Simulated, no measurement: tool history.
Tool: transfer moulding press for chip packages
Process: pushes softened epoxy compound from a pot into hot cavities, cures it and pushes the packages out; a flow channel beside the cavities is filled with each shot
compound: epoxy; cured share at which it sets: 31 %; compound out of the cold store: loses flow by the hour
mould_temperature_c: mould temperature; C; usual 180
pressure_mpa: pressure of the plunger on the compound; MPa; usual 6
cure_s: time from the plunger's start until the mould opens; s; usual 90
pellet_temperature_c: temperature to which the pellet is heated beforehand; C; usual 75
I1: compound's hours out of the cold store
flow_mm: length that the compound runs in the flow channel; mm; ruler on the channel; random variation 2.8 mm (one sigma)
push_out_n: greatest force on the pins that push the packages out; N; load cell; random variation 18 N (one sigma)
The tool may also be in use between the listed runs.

{"run": 1, "day": 0.0, "mould_temperature_c": 180, "pressure_mpa": 6, "cure_s": 90, "pellet_temperature_c": 75, "I1": 33.7, "flow_mm": 710, "push_out_n": 973}
{"run": 2, "day": 1.354, "mould_temperature_c": 180, "pressure_mpa": 6, "cure_s": 90, "pellet_temperature_c": 75, "I1": 26.6, "flow_mm": 729, "push_out_n": 1167}
{"run": 3, "day": 2.138, "mould_temperature_c": 180, "pressure_mpa": 6, "cure_s": 90, "pellet_temperature_c": 75, "I1": 39.9, "flow_mm": 690, "push_out_n": 1147}
{"day": 3.179, "done": "cavities cleaned with cleaning compound and waxed"}
{"run": 4, "day": 3.238, "mould_temperature_c": 180, "pressure_mpa": 6, "cure_s": 90, "pellet_temperature_c": 75, "I1": 42.6, "flow_mm": 681, "push_out_n": 794}
{"run": 5, "day": 4.171, "mould_temperature_c": 180, "pressure_mpa": 6, "cure_s": 90, "pellet_temperature_c": 75, "I1": 19.1, "flow_mm": 746, "push_out_n": 1097}
{"run": 6, "day": 4.9, "mould_temperature_c": 180, "pressure_mpa": 6, "cure_s": 90, "pellet_temperature_c": 75, "I1": 17.3, "flow_mm": 750, "push_out_n": 1214}
{"run": 7, "day": 5.633, "mould_temperature_c": 180, "pressure_mpa": 6, "cure_s": 90, "pellet_temperature_c": 75, "I1": 45, "flow_mm": 664, "push_out_n": 1171}
{"run": 8, "day": 6.471, "mould_temperature_c": 180, "pressure_mpa": 7.12, "cure_s": 90, "pellet_temperature_c": 75, "I1": 12.3, "flow_mm": 835, "push_out_n": 1373}
{"day": 6.962, "done": "cavities cleaned with cleaning compound and waxed"}
{"day": 7.279, "done": "plunger's sealing rings changed"}
{"run": 9, "day": 7.317, "mould_temperature_c": 180, "pressure_mpa": 7.12, "cure_s": 90, "pellet_temperature_c": 75, "I1": 15.3, "flow_mm": 866, "push_out_n": 966}
{"day": 7.471, "done": "mould's thermocouples calibrated"}
{"run": 10, "day": 7.996, "mould_temperature_c": 180, "pressure_mpa": 6, "cure_s": 90, "pellet_temperature_c": 75, "I1": 21.1, "flow_mm": 778, "push_out_n": 1093}
{"run": 11, "day": 8.9, "mould_temperature_c": 180, "pressure_mpa": 6, "cure_s": 90, "pellet_temperature_c": 75, "I1": 30.3, "flow_mm": 743, "push_out_n": 1155}
{"run": 12, "day": 9.621, "mould_temperature_c": 180, "pressure_mpa": 6.78, "cure_s": 90, "pellet_temperature_c": 75, "I1": 37.6, "flow_mm": 768, "push_out_n": 1179}
{"run": 13, "day": 10.421, "mould_temperature_c": 180, "pressure_mpa": 6.78, "cure_s": 90, "pellet_temperature_c": 75, "I1": 41.3, "flow_mm": 751, "push_out_n": 1243}
{"day": 10.979, "done": "cavities cleaned with cleaning compound and waxed"}
{"run": 14, "day": 11.271, "mould_temperature_c": 180, "pressure_mpa": 6.78, "cure_s": 90, "pellet_temperature_c": 75, "I1": 27, "flow_mm": 793, "push_out_n": 969}
{"run": 15, "day": 12.204, "mould_temperature_c": 175, "pressure_mpa": 4.78, "cure_s": 90, "pellet_temperature_c": 71, "I1": 13.9, "flow_mm": 719, "push_out_n": 1713}
{"run": 16, "day": 13.104, "mould_temperature_c": 178, "pressure_mpa": 5.03, "cure_s": 90, "pellet_temperature_c": 75, "I1": 12.5, "flow_mm": 739, "push_out_n": 1530}
{"run": 17, "day": 13.808, "mould_temperature_c": 178, "pressure_mpa": 5.03, "cure_s": 90, "pellet_temperature_c": 75, "I1": 9.6, "flow_mm": 743, "push_out_n": 1633}
{"day": 14.8, "done": "cavities cleaned with cleaning compound and waxed"}
{"run": 18, "day": 14.808, "mould_temperature_c": 180, "pressure_mpa": 6, "cure_s": 86, "pellet_temperature_c": 83, "I1": 29.7, "flow_mm": 739, "push_out_n": 996}
{"day": 15.196, "done": "mould's thermocouples calibrated, once more"}
{"run": 19, "day": 15.871, "mould_temperature_c": 180, "pressure_mpa": 6.64, "cure_s": 90, "pellet_temperature_c": 75, "I1": 10.1, "flow_mm": 843, "push_out_n": 1113}
{"run": 20, "day": 16.633, "mould_temperature_c": 180, "pressure_mpa": 6.64, "cure_s": 90, "pellet_temperature_c": 75, "I1": 47.1, "flow_mm": 718, "push_out_n": 1066}
{"run": 21, "day": 17.933, "mould_temperature_c": 180, "pressure_mpa": 6.56, "cure_s": 106, "pellet_temperature_c": 67, "I1": 31.2, "flow_mm": 761, "push_out_n": 817}
{"day": 18.721, "done": "cavities cleaned with cleaning compound and waxed"}
{"run": 22, "day": 18.729, "mould_temperature_c": 188, "pressure_mpa": 6, "cure_s": 90, "pellet_temperature_c": 77, "I1": 25.4, "flow_mm": 727, "push_out_n": 526}
{"run": 23, "day": 19.483, "mould_temperature_c": 184, "pressure_mpa": 6, "cure_s": 90, "pellet_temperature_c": 75, "I1": 39.4, "flow_mm": 689, "push_out_n": 724}
{"run": 24, "day": 20.75, "mould_temperature_c": 182, "pressure_mpa": 4.57, "cure_s": 83, "pellet_temperature_c": 82, "I1": 20.8, "flow_mm": 653, "push_out_n": 1237}
{"run": 25, "day": 21.838, "mould_temperature_c": 182, "pressure_mpa": 4.79, "cure_s": 83, "pellet_temperature_c": 82, "I1": 38.7, "flow_mm": 618, "push_out_n": 1258}
{"day": 22.529, "done": "cavities cleaned with cleaning compound and waxed"}
{"run": 26, "day": 23.162, "mould_temperature_c": 180, "pressure_mpa": 5.64, "cure_s": 90, "pellet_temperature_c": 75, "I1": 11.7, "flow_mm": 760, "push_out_n": 1073}
{"run": 27, "day": 24.004, "mould_temperature_c": 179, "pressure_mpa": 6.71, "cure_s": 85, "pellet_temperature_c": 74, "I1": 25.3, "flow_mm": 782, "push_out_n": 1368}

Forecast each of these 3 alternatives for the next run:
{"run": "A", "day": 25.179, "mould_temperature_c": 179, "pressure_mpa": 5.6, "cure_s": 105, "pellet_temperature_c": 74, "I1": 29.4, "flow_mm": "?", "push_out_n": "?"}
{"run": "B", "day": 25.179, "mould_temperature_c": 175, "pressure_mpa": 6, "cure_s": 90, "pellet_temperature_c": 75, "I1": 27.1, "flow_mm": "?", "push_out_n": "?"}
{"run": "C", "day": 25.179, "mould_temperature_c": 186, "pressure_mpa": 6.85, "cure_s": 122, "pellet_temperature_c": 74, "I1": 42.5, "flow_mm": "?", "push_out_n": "?"}

run=A flow_mm=698 push_out_n=909
run=B flow_mm=745 push_out_n=1770
run=C flow_mm=719 push_out_n=596
Without the tool's hidden state the same runs would have given:
run=A flow_mm=724 push_out_n=630
run=B flow_mm=772 push_out_n=1227
run=C flow_mm=745 push_out_n=419
